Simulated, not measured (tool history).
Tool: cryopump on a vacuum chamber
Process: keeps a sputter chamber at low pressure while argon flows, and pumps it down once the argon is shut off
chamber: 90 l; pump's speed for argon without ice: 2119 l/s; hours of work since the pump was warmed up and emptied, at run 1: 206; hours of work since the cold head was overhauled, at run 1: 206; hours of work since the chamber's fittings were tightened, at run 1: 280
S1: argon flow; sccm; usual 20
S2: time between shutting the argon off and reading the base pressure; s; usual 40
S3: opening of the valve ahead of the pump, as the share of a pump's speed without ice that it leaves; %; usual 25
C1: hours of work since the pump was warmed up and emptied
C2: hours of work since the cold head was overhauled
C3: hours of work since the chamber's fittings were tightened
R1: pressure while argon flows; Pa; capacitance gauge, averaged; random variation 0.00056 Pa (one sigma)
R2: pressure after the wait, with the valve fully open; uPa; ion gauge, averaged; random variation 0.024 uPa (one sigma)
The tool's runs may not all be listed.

run,hour,S1,S2,S3,C1,C2,C3,R1,R2
1,0.0,20,40,25,206,206,280,0.0660,1.08
2,8.1,20,40,25,211,211,284,0.0665,1.03
3,24.2,34,40,25,219,219,292,0.1135,1.04
4,39.5,34,40,25,227,227,300,0.1134,1.06
5,53.6,34,40,25,234,234,308,0.1135,1.07
6,67.1,20,40,25,241,241,315,0.0657,1.05
7,76.2,20,40,25,246,246,320,0.0667,1.12
8,86.3,20,40,25,251,251,325,0.0672,1.11
9,102.2,20,40,25,260,260,333,0.0669,1.10
10,109.3,20,40,25,263,263,337,0.0668,1.07
11,123.0,20,40,25,271,271,344,0.0667,1.11
12,136.2,20,137,59,278,278,351,0.0302,0.67
13,151.2,20,137,59,285,285,359,0.0310,0.65
14,160.4,16,43,53,290,290,364,0.0274,1.03
15,168.9,16,43,53,295,295,368,0.0278,1.09
16,176.4,16,43,53,299,299,372,0.0266,1.06
17,187.7,19,287,42,305,305,378,0.0404,0.56
18,196.1,19,287,42,309,309,382,0.0394,0.59
19,208.9,19,287,42,316,316,389,0.0406,0.61
20,217.3,19,287,42,320,320,393,0.0397,0.57
21,229.9,19,287,28,327,327,400,0.0575,0.60
22,242.6,9,45,25,333,333,407,0.0297,1.05

4 ways to go on from here, each from the tool as it stands after run 22. What would each give?
A,251.9,37,175,25,338,338,412,?,?
B,251.9,14,184,25,338,338,412,?,?
C,251.9,20,40,28,338,338,412,?,?
D,251.9,18,28,25,338,338,412,?,?

run,R1,R2
A,0.1254,0.65
B,0.0474,0.70
C,0.0616,1.17
D,0.0616,1.54
Without the tool's hidden state the same runs would have given:
run,R1,R2
A,0.1174,0.29
B,0.0444,0.34
C,0.0573,0.82
D,0.0578,1.18
